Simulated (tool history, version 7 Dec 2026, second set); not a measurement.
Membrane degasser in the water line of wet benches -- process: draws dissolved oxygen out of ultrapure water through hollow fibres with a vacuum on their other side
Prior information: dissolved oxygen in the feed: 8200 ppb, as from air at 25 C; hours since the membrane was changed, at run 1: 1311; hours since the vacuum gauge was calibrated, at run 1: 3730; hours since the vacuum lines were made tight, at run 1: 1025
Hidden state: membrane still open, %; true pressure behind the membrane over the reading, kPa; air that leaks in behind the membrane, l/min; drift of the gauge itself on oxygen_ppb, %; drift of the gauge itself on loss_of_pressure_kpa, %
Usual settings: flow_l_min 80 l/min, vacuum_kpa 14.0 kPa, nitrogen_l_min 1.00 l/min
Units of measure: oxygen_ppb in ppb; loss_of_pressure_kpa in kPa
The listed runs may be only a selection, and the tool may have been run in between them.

run     day  flow_l_min  vacuum_kpa  nitrogen_l_min  hours since the membrane was changed  hours since the vacuum gauge was calibrated  hours since the vacuum lines were made tight  oxygen_ppb  loss_of_pressure_kpa
  1   0.000          80        14.0            1.00                                  1311                                         3730                                          1025      1389.6                 26.24
  2   0.858          80        14.0            1.00                                  1331                                         3751                                          1045      1388.0                 26.17
  3   2.096          80        14.0            1.00                                  1361                                         3781                                          1075      1385.9                 26.30
  4   3.054          80        14.0            1.00                                  1384                                         3804                                          1098      1390.3                 26.26
  5   4.229          80        14.0            1.62                                  1412                                         3832                                          1126      1041.2                 26.61
  6   5.600          80        14.0            1.62                                  1445                                         3865                                          1159      1040.7                 26.49
  7   7.221          98        14.0            1.00                                  1484                                         3904                                          1198      1608.9                 32.28
  8   8.575          98        14.0            1.00                                  1517                                         3936                                          1230      1606.3                 32.59
  9  10.229          98        14.0            1.00                                  1556                                         3976                                          1270      1614.1                 32.49
 10  11.133          98        14.0            1.00                                  1578                                         3997                                          1292      1605.4                 32.31
 11  12.529          98        14.0            1.00                                  1612                                         4031                                          1325      1614.4                 31.75
 12  14.500          98        14.0            1.00                                  1659                                         4078                                          1373      1608.1                 32.23
 13  15.583          80        14.0            0.46                                  1685                                         4104                                          1399      2056.3                 26.31
 14  16.425          80        14.0            0.46                                  1705                                         4124                                          1419      2063.7                 26.48
 15  17.796          80        29.7            1.22                                  1738                                         4157                                          1452      2469.8                 26.35
 16  19.621          83         9.8            1.00                                  1782                                         4201                                          1496       975.8                 27.55
 17  21.221         108        28.2            2.92                                  1820                                         4240                                          1534      1764.6                 35.46
 18  23.117          98        19.8            2.54                                  1866                                         4285                                          1579      1314.3                 32.12
 19  24.929          98        19.8            2.54                                  1909                                         4329                                          1623      1314.7                 32.19
 20  26.192          98        19.8            2.54                                  1940                                         4359                                          1653      1309.9                 32.43
 21  27.512          98        16.3            1.79                                  1971                                         4390                                          1685      1352.9                 32.74
 22  29.433          98        16.3            1.79                                  2017                                         4437                                          1731      1356.9                 32.15
 23  30.471         106         8.5            0.92                                  2042                                         4462                                          1756      1066.7                 35.14
 24  32.438          93        17.9            0.72                                  2089                                         4509                                          1803      2309.2                 31.29

5 ways to go on from here, each from the tool as it stands after run 24. What would each give?
  A  34.138          80        14.0            0.40                                  2130                                         4550                                          1844           ?                     ?
  B  34.138          63        17.9            1.24                                  2130                                         4550                                          1844           ?                     ?
  C  34.138          65        14.0            1.00                                  2130                                         4550                                          1844           ?                     ?
  D  34.138          84         9.2            1.00                                  2130                                         4550                                          1844           ?                     ?
  E  34.138          93        10.2            0.72                                  2130                                         4550                                          1844           ?                     ?

run  oxygen_ppb  loss_of_pressure_kpa
  A      2177.0                 26.31
  B      1311.5                 20.53
  C      1189.4                 21.24
  D       912.5                 27.82
  E      1311.1                 30.67
With the hidden condition removed and each run's random variation left untouched, the same runs would have given:
run  oxygen_ppb  loss_of_pressure_kpa
  A      2156.5                 25.90
  B      1296.9                 20.21
  C      1172.6                 20.90
  D       888.6                 27.39
  E      1283.9                 30.19

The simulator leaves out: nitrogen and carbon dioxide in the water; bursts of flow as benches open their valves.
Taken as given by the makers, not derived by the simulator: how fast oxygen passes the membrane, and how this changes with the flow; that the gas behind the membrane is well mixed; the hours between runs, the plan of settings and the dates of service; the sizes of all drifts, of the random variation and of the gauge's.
